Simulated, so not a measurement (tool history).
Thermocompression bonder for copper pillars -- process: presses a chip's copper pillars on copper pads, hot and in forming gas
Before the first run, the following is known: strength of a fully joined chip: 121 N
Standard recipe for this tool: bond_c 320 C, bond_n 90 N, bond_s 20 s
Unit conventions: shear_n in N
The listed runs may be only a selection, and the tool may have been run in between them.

run     day  bond_c  bond_n  bond_s  shear_n
  1       0     320      90      20     42.9
  2   0.383     320      90      20     42.5
  3   0.879     320      90      20     42.3
  4   1.104     320      82      20     40.5
  5   1.633     320      90      20     41.8
  6   1.904     320      90      38     53.8
  7    2.25     320      90      14     36.4
  8   2.721     320      90      14     35.9
  9   3.158     320      90      20     41.1
 10   3.671     320      90      20     41.4
 11   4.046     320      94      20     41.7
 12   4.279     320      94      20     41.4
 13   4.675     320      94      20     41.2
 14       5     320      94      20     41.8
 15   5.362     320      90      20     40.7
 16   5.642     320      90      20     40.7
 17   6.108     320      90      20       40
 18     6.6     320      90      20       40
      6.754  -- forming gas filter changed
 19   7.083     320      90      20     42.1
 20   7.433     320      91      20     42.2
 21   7.788     291      72      12     21.9
 22   8.121     320      62      11     26.4
      8.225  -- force cell calibrated
 23   8.562     343     108      18       53
 24   8.912     300     106      11     28.8
 25   9.308     302      60      19     27.2
 26   9.658     298      80      11     23.8
 27  10.008     330     115      15     45.7
 28  10.442     319      62      34     41.2
 29    10.7     338      64      57     59.6
 30  11.104     338      64      57     59.9
 31  11.358     320      85      10     29.6
     11.538  -- force cell calibrated, once more
 32  11.721     320      85      10     28.9
 33  12.104     344     100      53     70.5
 34  12.479     320      90      13     33.1
 35  12.738     330     103      34       56
 36  13.175     330     103      15     41.3
     13.633  -- forming gas filter changed
 37  13.667     330     103      15     43.2
 38  13.908     330     103      15     42.7
 39  14.392     312      68      12     26.6

What if the next run were any one of these 3? Each begins from the tool's condition after run 39:
  A  14.796     303      90      22        ?
  B  14.796     312     132      12        ?
  C  14.796     312      93      12        ?

run  shear_n
  A     36.5
  B     37.5
  C     31.4
With the hidden condition removed and each run's random variation left untouched, the same runs would have given:
run  shear_n
  A       38
  B       39
  C     32.7
